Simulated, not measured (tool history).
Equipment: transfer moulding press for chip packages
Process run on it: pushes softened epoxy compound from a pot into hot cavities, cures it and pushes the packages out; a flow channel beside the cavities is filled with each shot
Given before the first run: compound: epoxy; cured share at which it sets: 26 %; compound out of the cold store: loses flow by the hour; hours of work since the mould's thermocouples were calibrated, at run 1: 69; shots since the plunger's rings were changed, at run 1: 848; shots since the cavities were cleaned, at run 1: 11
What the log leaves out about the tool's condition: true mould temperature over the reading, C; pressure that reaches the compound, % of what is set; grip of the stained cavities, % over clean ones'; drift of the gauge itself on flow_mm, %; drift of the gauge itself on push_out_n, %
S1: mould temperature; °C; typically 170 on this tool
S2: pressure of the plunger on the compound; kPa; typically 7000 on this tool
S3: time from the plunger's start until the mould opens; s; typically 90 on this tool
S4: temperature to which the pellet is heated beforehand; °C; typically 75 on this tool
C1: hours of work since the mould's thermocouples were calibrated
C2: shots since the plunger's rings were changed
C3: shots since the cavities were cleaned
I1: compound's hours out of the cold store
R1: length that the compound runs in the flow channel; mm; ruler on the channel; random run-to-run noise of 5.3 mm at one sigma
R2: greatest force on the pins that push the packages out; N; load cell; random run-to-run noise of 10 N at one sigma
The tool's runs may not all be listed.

run,hour,S1,S2,S3,S4,C1,C2,C3,I1,R1,R2
1,0.0,170,7000,90,75,69,848,11,44.5,708,485
2,5.2,170,7000,90,75,73,930,93,15.0,824,536
3,16.2,170,7000,90,75,82,1103,266,31.0,757,592
4,24.0,170,7000,90,73,88,1225,388,46.4,704,618
5,31.4,170,7000,90,73,94,1340,503,32.9,751,667
6,37.5,170,7000,90,73,98,1436,599,22.1,805,693
7,46.0,170,8410,90,73,105,1570,733,44.8,779,702
# hour 55.1: cavities cleaned with cleaning compound and waxed
8,55.2,170,8330,90,75,111,1691,2,11.3,914,492
9,62.3,170,7000,90,75,117,1803,114,20.2,802,535
10,72.3,170,7000,90,75,125,1959,270,34.7,741,597
11,79.3,170,8780,89,80,130,2068,379,39.2,806,633
12,89.2,178,8020,87,66,138,2224,535,31.9,768,538

The next listed run, before its measurement:
13,100.4,178,8020,87,66,147,2399,710,25.2,?,?

{"run 13": {"R1": 796, "R2": 558}}
If the tool had no hidden condition, the same run with the same run-to-run variation would have returned R1 808 mm, R2 379 N.
